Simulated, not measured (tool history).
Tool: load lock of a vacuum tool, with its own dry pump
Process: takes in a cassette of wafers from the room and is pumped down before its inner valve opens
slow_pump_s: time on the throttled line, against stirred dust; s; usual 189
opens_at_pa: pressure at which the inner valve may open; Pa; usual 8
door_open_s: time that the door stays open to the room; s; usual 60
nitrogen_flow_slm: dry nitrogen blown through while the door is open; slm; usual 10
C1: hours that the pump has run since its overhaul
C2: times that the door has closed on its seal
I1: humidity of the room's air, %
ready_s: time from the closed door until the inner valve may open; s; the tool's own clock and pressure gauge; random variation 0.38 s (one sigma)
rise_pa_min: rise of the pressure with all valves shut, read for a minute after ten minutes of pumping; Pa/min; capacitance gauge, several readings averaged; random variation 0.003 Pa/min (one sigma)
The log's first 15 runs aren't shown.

{"run": 16, "hour": 5218.3, "slow_pump_s": 189, "opens_at_pa": 8, "door_open_s": 45, "nitrogen_flow_slm": 10, "C1": 13956, "C2": 12834, "I1": 46.7, "ready_s": 262.0, "rise_pa_min": 0.056}
{"run": 17, "hour": 5514.6, "slow_pump_s": 189, "opens_at_pa": 8, "door_open_s": 45, "nitrogen_flow_slm": 10, "C1": 14252, "C2": 14223, "I1": 44.0, "ready_s": 262.9, "rise_pa_min": 0.059}
{"hour": 5826.0, "done": "dry pump taken out, an overhauled one fitted"}
{"run": 18, "hour": 5984.5, "slow_pump_s": 189, "opens_at_pa": 8, "door_open_s": 45, "nitrogen_flow_slm": 10, "C1": 158, "C2": 16398, "I1": 47.2, "ready_s": 254.6, "rise_pa_min": 0.063}
{"run": 19, "hour": 6348.3, "slow_pump_s": 189, "opens_at_pa": 8, "door_open_s": 45, "nitrogen_flow_slm": 10, "C1": 522, "C2": 18104, "I1": 44.8, "ready_s": 256.2, "rise_pa_min": 0.073}
{"run": 20, "hour": 6659.3, "slow_pump_s": 157, "opens_at_pa": 7, "door_open_s": 60, "nitrogen_flow_slm": 8, "C1": 833, "C2": 19562, "I1": 43.9, "ready_s": 228.6, "rise_pa_min": 0.082}
{"run": 21, "hour": 6916.8, "slow_pump_s": 120, "opens_at_pa": 15, "door_open_s": 97, "nitrogen_flow_slm": 8, "C1": 1091, "C2": 20770, "I1": 41.8, "ready_s": 188.9, "rise_pa_min": 0.098}
{"run": 22, "hour": 7265.8, "slow_pump_s": 328, "opens_at_pa": 8, "door_open_s": 69, "nitrogen_flow_slm": 4, "C1": 1440, "C2": 22406, "I1": 42.7, "ready_s": 378.9, "rise_pa_min": 0.103}
{"run": 23, "hour": 7664.6, "slow_pump_s": 328, "opens_at_pa": 8, "door_open_s": 69, "nitrogen_flow_slm": 4, "C1": 1839, "C2": 24276, "I1": 44.4, "ready_s": 378.9, "rise_pa_min": 0.108}
{"run": 24, "hour": 8106.0, "slow_pump_s": 328, "opens_at_pa": 13, "door_open_s": 177, "nitrogen_flow_slm": 4, "C1": 2280, "C2": 26346, "I1": 47.3, "ready_s": 373.8, "rise_pa_min": 0.143}
{"run": 25, "hour": 8591.5, "slow_pump_s": 291, "opens_at_pa": 16, "door_open_s": 60, "nitrogen_flow_slm": 10, "C1": 2766, "C2": 28622, "I1": 47.3, "ready_s": 340.5, "rise_pa_min": 0.126}
{"run": 26, "hour": 9018.7, "slow_pump_s": 137, "opens_at_pa": 10, "door_open_s": 96, "nitrogen_flow_slm": 7, "C1": 3193, "C2": 30625, "I1": 44.3, "ready_s": 208.8, "rise_pa_min": 0.136}
{"run": 27, "hour": 9271.3, "slow_pump_s": 205, "opens_at_pa": 10, "door_open_s": 96, "nitrogen_flow_slm": 9, "C1": 3445, "C2": 31810, "I1": 47.4, "ready_s": 268.6, "rise_pa_min": 0.143}
{"run": 28, "hour": 9759.9, "slow_pump_s": 360, "opens_at_pa": 15, "door_open_s": 96, "nitrogen_flow_slm": 9, "C1": 3934, "C2": 34100, "I1": 46.2, "ready_s": 402.9, "rise_pa_min": 0.157}
{"run": 29, "hour": 10115.5, "slow_pump_s": 360, "opens_at_pa": 9, "door_open_s": 131, "nitrogen_flow_slm": 21, "C1": 4289, "C2": 35768, "I1": 44.3, "ready_s": 406.4, "rise_pa_min": 0.162}
{"run": 30, "hour": 10610.5, "slow_pump_s": 360, "opens_at_pa": 9, "door_open_s": 131, "nitrogen_flow_slm": 21, "C1": 4785, "C2": 38089, "I1": 41.9, "ready_s": 406.5, "rise_pa_min": 0.17}
{"run": 31, "hour": 10845.9, "slow_pump_s": 360, "opens_at_pa": 16, "door_open_s": 68, "nitrogen_flow_slm": 21, "C1": 5020, "C2": 39192, "I1": 45.6, "ready_s": 402.5, "rise_pa_min": 0.171}
{"run": 32, "hour": 11165.8, "slow_pump_s": 189, "opens_at_pa": 13, "door_open_s": 46, "nitrogen_flow_slm": 10, "C1": 5340, "C2": 40692, "I1": 46.4, "ready_s": 253.3, "rise_pa_min": 0.187}
{"run": 33, "hour": 11401.1, "slow_pump_s": 366, "opens_at_pa": 14, "door_open_s": 129, "nitrogen_flow_slm": 9, "C1": 5575, "C2": 41795, "I1": 43.1, "ready_s": 407.4, "rise_pa_min": 0.205}
{"run": 34, "hour": 11713.6, "slow_pump_s": 366, "opens_at_pa": 7, "door_open_s": 127, "nitrogen_flow_slm": 9, "C1": 5888, "C2": 43261, "I1": 42.5, "ready_s": 415.5, "rise_pa_min": 0.21}
{"run": 35, "hour": 12043.5, "slow_pump_s": 374, "opens_at_pa": 7, "door_open_s": 46, "nitrogen_flow_slm": 9, "C1": 6217, "C2": 44807, "I1": 47.7, "ready_s": 422.2, "rise_pa_min": 0.209}
{"run": 36, "hour": 12537.8, "slow_pump_s": 189, "opens_at_pa": 9, "door_open_s": 60, "nitrogen_flow_slm": 15, "C1": 6712, "C2": 47125, "I1": 49.5, "ready_s": 257.2, "rise_pa_min": 0.227}
{"run": 37, "hour": 12861.6, "slow_pump_s": 189, "opens_at_pa": 9, "door_open_s": 60, "nitrogen_flow_slm": 15, "C1": 7036, "C2": 48644, "I1": 45.3, "ready_s": 258.0, "rise_pa_min": 0.231}

Forecast each of these 3 alternatives for the next run:
{"run": "A", "hour": 13180.9, "slow_pump_s": 155, "opens_at_pa": 11, "door_open_s": 51, "nitrogen_flow_slm": 10, "C1": 7355, "C2": 50141, "I1": 44.9, "ready_s": "?", "rise_pa_min": "?"}
{"run": "B", "hour": 13180.9, "slow_pump_s": 338, "opens_at_pa": 8, "door_open_s": 32, "nitrogen_flow_slm": 7, "C1": 7355, "C2": 50141, "I1": 44.1, "ready_s": "?", "rise_pa_min": "?"}
{"run": "C", "hour": 13180.9, "slow_pump_s": 247, "opens_at_pa": 8, "door_open_s": 60, "nitrogen_flow_slm": 39, "C1": 7355, "C2": 50141, "I1": 46.1, "ready_s": "?", "rise_pa_min": "?"}

run=A ready_s=226.4 rise_pa_min=0.236
run=B ready_s=390.3 rise_pa_min=0.234
run=C ready_s=310.2 rise_pa_min=0.227
Without the tool's hidden state the same runs would have given:
run=A ready_s=222.2 rise_pa_min=0.027
run=B ready_s=387.2 rise_pa_min=0.025
run=C ready_s=306.3 rise_pa_min=0.017

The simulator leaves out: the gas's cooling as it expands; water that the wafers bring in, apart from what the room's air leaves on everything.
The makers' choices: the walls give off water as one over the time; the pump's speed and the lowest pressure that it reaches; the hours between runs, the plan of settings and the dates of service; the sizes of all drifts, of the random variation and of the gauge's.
